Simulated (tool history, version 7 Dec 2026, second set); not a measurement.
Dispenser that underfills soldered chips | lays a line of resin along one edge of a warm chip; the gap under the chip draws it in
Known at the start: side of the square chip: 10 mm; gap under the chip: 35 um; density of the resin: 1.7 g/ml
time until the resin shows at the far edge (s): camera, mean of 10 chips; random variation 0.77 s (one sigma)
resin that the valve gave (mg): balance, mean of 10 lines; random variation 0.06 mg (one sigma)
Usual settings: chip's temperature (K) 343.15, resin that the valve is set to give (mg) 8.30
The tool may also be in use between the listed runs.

run	hour	chip's temperature (K)	resin that the valve is set to give (mg)	time until the resin shows at the far edge (s)	resin that the valve gave (mg)
1	0.0	343.15	8.30	85.2	7.92
2	5.9	343.15	8.30	119.7	7.78
# hour 8.0: new syringe of resin
# hour 15.3: dispensing valve cleaned and set on the balance
3	18.8	343.15	8.30	129.4	8.16
# hour 20.7: new syringe of resin
4	27.0	343.15	8.30	102.8	8.22
# hour 31.6: new syringe of resin
5	34.9	343.15	8.30	84.5	8.28
6	40.8	343.15	8.30	121.3	8.04
# hour 43.0: new syringe of resin
7	51.0	343.15	10.65	110.9	10.67
# hour 54.4: new syringe of resin
8	59.1	343.15	10.65	87.9	10.49
# hour 65.6: new syringe of resin
9	71.6	343.15	10.65	95.8	10.52
# hour 77.2: new syringe of resin
10	83.1	343.15	10.65	96.2	10.40
# hour 88.7: new syringe of resin
11	92.8	343.15	10.65	84.7	10.47
# hour 100.0: new syringe of resin
12	102.8	343.15	8.86	79.8	8.59
# hour 111.4: new syringe of resin
13	111.4	343.15	7.84	66.0	7.67
# hour 122.8: new syringe of resin
14	123.4	343.15	7.84	70.2	7.66
# hour 133.9: new syringe of resin
15	135.9	343.15	7.84	78.0	7.63
# hour 145.2: new syringe of resin
16	146.7	343.15	7.84	76.3	7.54
# hour 156.3: new syringe of resin
17	158.4	343.15	8.30	78.8	7.91
18	165.7	339.15	9.18	147.3	8.74
# hour 168.1: new syringe of resin
19	177.4	339.15	9.18	146.2	8.79
# hour 179.6: new syringe of resin
20	189.6	341.15	9.55	138.4	9.11
# hour 190.8: new syringe of resin
21	196.3	354.15	10.61	55.2	10.17
# hour 202.2: new syringe of resin
22	206.7	343.15	10.01	86.3	9.21
# hour 213.5: new syringe of resin
23	214.9	348.15	9.90	55.5	9.16
# hour 218.7: dispensing valve cleaned and set on the balance
# hour 225.4: new syringe of resin
24	226.7	340.15	7.87	84.1	7.79
25	233.4	340.15	7.87	128.7	7.86
# hour 236.6: new syringe of resin
26	240.0	341.15	9.44	88.3	9.36
# hour 247.8: new syringe of resin
27	249.0	345.15	9.07	64.8	9.03
28	257.8	348.15	9.07	97.9	8.97
# hour 259.2: new syringe of resin
29	265.4	348.15	9.07	75.6	8.93
# hour 270.9: new syringe of resin
30	277.3	332.15	9.83	169.7	9.63
# hour 281.9: new syringe of resin
31	287.0	334.15	9.28	139.3	9.05
# hour 293.0: new syringe of resin
32	299.5	353.15	10.52	59.7	10.27
# hour 304.6: new syringe of resin
33	310.6	353.15	10.52	60.0	10.22
# hour 315.9: new syringe of resin
34	316.6	342.15	10.72	70.5	10.45

The same runs without the tool's hidden state, with the same run-to-run variation:
The hidden state here: resin's viscosity, % of fresh resin's; dose that the valve gives, % of what is set; true chip temperature over the reading, C; drift of the gauge itself on fill_s, %; drift of the gauge itself on given_mg, %.
run	time until the resin shows at the far edge (s)	resin that the valve gave (mg)
1	72.8	8.39
2	69.7	8.26
3	70.9	8.17
4	70.8	8.25
5	70.7	8.33
6	69.4	8.11
7	69.9	10.79
8	68.4	10.64
9	68.3	10.71
10	68.8	10.63
11	68.9	10.73
12	70.1	8.83
13	70.2	7.91
14	72.2	7.93
15	72.4	7.93
16	72.3	7.86
17	72.0	8.28
18	84.3	9.17
19	84.4	9.26
20	77.1	9.64
21	41.5	10.78
22	69.0	9.81
23	54.0	9.78
24	83.8	7.81
25	82.8	7.90
26	76.7	9.42
27	63.1	9.12
28	53.5	9.08
29	54.9	9.07
30	121.2	9.81
31	109.4	9.25
32	42.8	10.53
33	43.1	10.52
34	71.4	10.79
